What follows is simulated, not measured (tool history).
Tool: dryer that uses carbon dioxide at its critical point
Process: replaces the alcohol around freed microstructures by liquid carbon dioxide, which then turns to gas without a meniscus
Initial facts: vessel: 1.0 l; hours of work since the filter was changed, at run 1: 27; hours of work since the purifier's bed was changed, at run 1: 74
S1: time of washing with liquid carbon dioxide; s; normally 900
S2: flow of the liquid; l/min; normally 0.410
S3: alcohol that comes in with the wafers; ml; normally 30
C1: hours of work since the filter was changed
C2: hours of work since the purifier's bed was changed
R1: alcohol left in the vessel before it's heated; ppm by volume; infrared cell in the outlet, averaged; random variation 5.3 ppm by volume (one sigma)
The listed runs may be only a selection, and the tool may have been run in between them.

run,hour,S1,S2,S3,C1,C2,R1
1,0.0,900,0.410,30,27,74,167
2,23.0,1320,0.410,30,43,90,38
3,51.2,660,0.410,30,63,109,661
4,73.5,660,0.410,30,79,125,704
5,93.2,900,0.410,30,93,139,200
6,113.4,900,0.410,30,107,153,232
7,145.1,900,0.410,30,129,175,252
8,185.9,900,0.410,30,158,204,306
9,213.6,900,0.410,30,177,223,327
# hour 223.7: inlet filter changed
10,254.0,900,0.410,30,21,251,197
11,274.5,900,0.410,30,36,265,199
12,306.5,900,0.410,30,58,288,220
13,344.8,900,0.410,30,85,315,238
14,376.3,1200,0.542,91,107,337,71
15,394.0,1200,0.542,91,119,349,76
16,425.1,1200,0.542,91,141,371,77
17,442.6,540,0.410,92,153,383,5496
18,474.2,600,0.410,92,176,405,4133
# hour 486.7: inlet filter changed
19,515.5,600,0.324,92,20,434,5471
20,538.7,600,0.261,33,36,450,3718
21,576.9,720,0.261,29,63,476,2281
22,608.6,720,0.348,84,85,499,2641
23,642.8,720,0.348,84,109,523,2887
24,664.0,720,0.348,84,124,538,3136
25,694.2,900,0.528,21,145,559,138

Across each entry between runs, compare the hidden state at the last listed run before it with the hidden state at the first listed run after it:
From run 9 to run 10: inlet filter changed (hour 223.7)
  flow that reaches the vessel past the clogged filter, %: 84.7 -> 97.8; alcohol in the recycled carbon dioxide, ppm: 45.4 -> 50.2
  measured result minus the result with no hidden state, R1: +197 -> +60 ppm by volume
From run 18 to run 19: inlet filter changed (hour 486.7)
  flow that reaches the vessel past the clogged filter, %: 84.6 -> 97.9; alcohol in the recycled carbon dioxide, ppm: 76.7 -> 81.1
  measured result minus the result with no hidden state, R1: +1832 -> +386 ppm by volume
